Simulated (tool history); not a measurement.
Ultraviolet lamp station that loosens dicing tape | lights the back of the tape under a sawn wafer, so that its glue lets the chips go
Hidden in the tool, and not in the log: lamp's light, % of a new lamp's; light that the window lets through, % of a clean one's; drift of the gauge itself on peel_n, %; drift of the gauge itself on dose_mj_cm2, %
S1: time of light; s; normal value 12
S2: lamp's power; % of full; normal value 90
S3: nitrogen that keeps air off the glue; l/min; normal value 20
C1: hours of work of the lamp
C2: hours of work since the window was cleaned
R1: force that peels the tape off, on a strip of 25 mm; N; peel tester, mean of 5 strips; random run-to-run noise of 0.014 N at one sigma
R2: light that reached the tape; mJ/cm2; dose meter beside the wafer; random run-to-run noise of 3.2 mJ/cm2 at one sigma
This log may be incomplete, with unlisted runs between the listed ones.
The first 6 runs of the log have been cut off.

run	hour	S1	S2	S3	C1	C2	R1	R2
7	36.8	12	90	20	144	163	0.788	479
8	46	12	90	20	151	171	0.784	476
9	55.9	12	90	20	159	178	0.81	476
10	64.3	12	90	20	166	185	0.796	472
11	73.1	12	90	20	173	192	0.793	468
12	79.2	12	90	40	177	197	0.541	466
13	88.3	12	95	20	184	204	0.731	500
14	96.7	12	95	20	191	210	0.739	493
15	106.4	12	95	20	199	218	0.728	485
16	113.8	12	90	9	204	224	1.453	464
17	120.7	12	90	9	210	229	1.397	464
18	125.4	12	90	9	214	233	1.459	467
19	134.3	12	90	9	221	240	1.414	461
20	139.9	12	90	9	225	244	1.449	458
21	147.3	12	90	21	231	250	0.829	461
22	154.6	12	90	21	236	256	0.855	456
23	160.6	12	62	21	241	260	1.708	315
24	166	12	62	21	245	265	1.826	314
25	171	7	74	12	249	269	3.559	221
26	180	7	74	14	256	276	3.293	219
27	184.2	7	74	14	260	279	3.187	218
28	189.5	7	74	23	264	283	2.839	216

Run 29 comes next. What will it give?
# hour 190.6: window cleaned of glue's vapour
29	199.6	15	60	27	271	7	?	?

Run 29 measured R1 1.176 N, R2 363 mJ/cm2.
Take away the tool's hidden state, keep the run-to-run variation as it was, and the same run would have given R1 0.849 N, R2 423 mJ/cm2.
